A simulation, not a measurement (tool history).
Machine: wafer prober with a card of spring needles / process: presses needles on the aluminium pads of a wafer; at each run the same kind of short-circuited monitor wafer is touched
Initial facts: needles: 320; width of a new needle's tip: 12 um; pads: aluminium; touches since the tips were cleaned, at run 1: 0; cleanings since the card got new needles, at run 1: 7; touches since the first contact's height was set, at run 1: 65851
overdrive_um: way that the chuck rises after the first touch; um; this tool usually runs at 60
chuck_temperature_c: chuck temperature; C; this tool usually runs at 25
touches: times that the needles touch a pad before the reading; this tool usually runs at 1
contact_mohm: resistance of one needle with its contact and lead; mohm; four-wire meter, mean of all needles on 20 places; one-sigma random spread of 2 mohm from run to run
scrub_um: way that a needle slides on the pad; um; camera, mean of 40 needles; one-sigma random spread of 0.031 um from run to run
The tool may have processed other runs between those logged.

| run | day | overdrive_um | chuck_temperature_c | touches | touches since the tips were cleaned | cleanings since the card got new needles | touches since the first contact's height was set | contact_mohm | scrub_um |
|---|---|---|---|---|---|---|---|---|---|
| 1 | 0 | 60 | 25 | 1 | 0 | 7 | 65851 | 214 | 14.37 |
| 2 | 0.654 | 60 | 25 | 1 | 7135 | 7 | 72986 | 213 | 14.34 |
|  | 0.733 | tips cleaned on abrasive film |
| 3 | 1.308 | 60 | 25 | 1 | 6258 | 8 | 80090 | 217 | 14.33 |
|  | 1.483 | tips cleaned on abrasive film |
| 4 | 1.646 | 60 | 25 | 1 | 1765 | 9 | 83745 | 213 | 14.37 |
| 5 | 2.158 | 60 | 25 | 1 | 7360 | 9 | 89340 | 214 | 14.42 |
|  | 2.258 | tips cleaned on abrasive film |
| 6 | 2.654 | 60 | 25 | 1 | 4353 | 10 | 94727 | 213 | 14.41 |
|  | 2.992 | tips cleaned on abrasive film |
| 7 | 3.129 | 60 | 25 | 1 | 1520 | 11 | 99857 | 212 | 14.48 |
| 8 | 3.529 | 60 | 25 | 1 | 5893 | 11 | 104230 | 213 | 14.4 |
|  | 3.746 | tips cleaned on abrasive film |
| 9 | 4.233 | 60 | 25 | 1 | 5343 | 12 | 111882 | 214 | 14.42 |
|  | 4.538 | tips cleaned on abrasive film |
| 10 | 4.838 | 60 | 25 | 1 | 3257 | 13 | 118414 | 219 | 14.44 |
|  | 5.283 | tips cleaned on abrasive film |
| 11 | 5.529 | 60 | 25 | 1 | 2729 | 14 | 125966 | 217 | 14.47 |
|  | 6.075 | tips cleaned on abrasive film |
| 12 | 6.233 | 60 | 25 | 1 | 1710 | 15 | 133590 | 216 | 14.47 |
|  | 6.817 | tips cleaned on abrasive film |
| 13 | 6.817 | 60 | 25 | 1 | 0 | 16 | 139897 | 216 | 14.49 |
| 14 | 7.233 | 60 | 25 | 1 | 4587 | 16 | 144484 | 215 | 14.49 |
|  | 7.571 | tips cleaned on abrasive film |
| 15 | 7.971 | 60 | 25 | 1 | 4371 | 17 | 152502 | 214 | 14.46 |
|  | 8.312 | tips cleaned on abrasive film |
| 16 | 8.458 | 60 | 75 | 1 | 1605 | 18 | 157774 | 223 | 14.47 |
|  | 8.946 | height of the first contact set anew |
|  | 9.075 | tips cleaned on abrasive film |
| 17 | 9.229 | 60 | 75 | 1 | 1696 | 19 | 3061 | 226 | 14.53 |
| 18 | 9.567 | 60 | 75 | 1 | 5408 | 19 | 6773 | 228 | 14.58 |
|  | 9.85 | tips cleaned on abrasive film |
| 19 | 10.379 | 58 | 25 | 1 | 5773 | 20 | 15585 | 216 | 14.08 |
|  | 10.604 | tips cleaned on abrasive film |
| 20 | 10.842 | 42 | 118 | 2 | 2578 | 21 | 20588 | 244 | 10.2 |
| 21 | 11.208 | 42 | 73 | 2 | 6592 | 21 | 24602 | 235 | 10.18 |
|  | 11.346 | tips cleaned on abrasive film |
| 22 | 11.775 | 60 | 36 | 1 | 4649 | 22 | 30723 | 215 | 14.52 |
|  | 12.121 | tips cleaned on abrasive film |
| 23 | 12.192 | 60 | 26 | 2 | 795 | 23 | 35263 | 216 | 14.58 |
| 24 | 12.8 | 41 | 57 | 2 | 7445 | 23 | 41913 | 230 | 9.96 |
|  | 12.883 | tips cleaned on abrasive film |
| 25 | 13.492 | 52 | 73 | 1 | 6670 | 24 | 49411 | 230 | 12.68 |
|  | 13.617 | tips cleaned on abrasive film |
| 26 | 13.854 | 45 | 29 | 1 | 2620 | 25 | 53343 | 219 | 10.93 |
| 27 | 14.258 | 58 | 54 | 2 | 6999 | 25 | 57722 | 223 | 14.17 |
|  | 14.392 | tips cleaned on abrasive film |
|  | 14.454 | gauge calibrated |
| 28 | 15.083 | 58 | 54 | 2 | 7535 | 26 | 66702 | 220 | 13.92 |
|  | 15.129 | tips cleaned on abrasive film |
| 29 | 15.567 | 58 | 54 | 2 | 4786 | 27 | 71953 | 219 | 13.88 |
|  | 15.896 | tips cleaned on abrasive film |
| 30 | 16.296 | 56 | 123 | 1 | 4383 | 28 | 79882 | 240 | 13.38 |
|  | 16.633 | tips cleaned on abrasive film |
| 31 | 17.079 | 48 | 121 | 3 | 4864 | 29 | 88378 | 243 | 11.53 |
|  | 17.396 | tips cleaned on abrasive film |
| 32 | 17.846 | 60 | 78 | 1 | 4944 | 30 | 96722 | 230 | 14.41 |
|  | 18.158 | tips cleaned on abrasive film |
| 33 | 18.25 | 60 | 25 | 1 | 990 | 31 | 101073 | 214 | 14.46 |

Measured minus without-hidden-state, run by run (identical run-to-run variation in each term; gauge scatter may differ):
Hidden conditions of the tool in this case: debris on the tips, nm; way that the needles fall short of the set height, um; tips' diameter, um; drift of the gauge itself on contact_mohm, %; drift of the gauge itself on scrub_um, %.
| run | scrub_um |
|---|---|
| 1 | +0 |
| 2 | +0.01 |
| 3 | +0.02 |
| 4 | +0.04 |
| 5 | +0.05 |
| 6 | +0.05 |
| 7 | +0.06 |
| 8 | +0.07 |
| 9 | +0.08 |
| 10 | +0.1 |
| 11 | +0.12 |
| 12 | +0.12 |
| 13 | +0.14 |
| 14 | +0.15 |
| 15 | +0.16 |
| 16 | +0.17 |
| 17 | +0.18 |
| 18 | +0.19 |
| 19 | +0.2 |
| 20 | +0.16 |
| 21 | +0.15 |
| 22 | +0.24 |
| 23 | +0.25 |
| 24 | +0.18 |
| 25 | +0.23 |
| 26 | +0.21 |
| 27 | +0.28 |
| 28 | +0.01 |
| 29 | +0.02 |
| 30 | +0.03 |
| 31 | +0.05 |
| 32 | +0.06 |
| 33 | +0.08 |
contact_mohm: differs from the measured result by no more than 1 mohm in any run.

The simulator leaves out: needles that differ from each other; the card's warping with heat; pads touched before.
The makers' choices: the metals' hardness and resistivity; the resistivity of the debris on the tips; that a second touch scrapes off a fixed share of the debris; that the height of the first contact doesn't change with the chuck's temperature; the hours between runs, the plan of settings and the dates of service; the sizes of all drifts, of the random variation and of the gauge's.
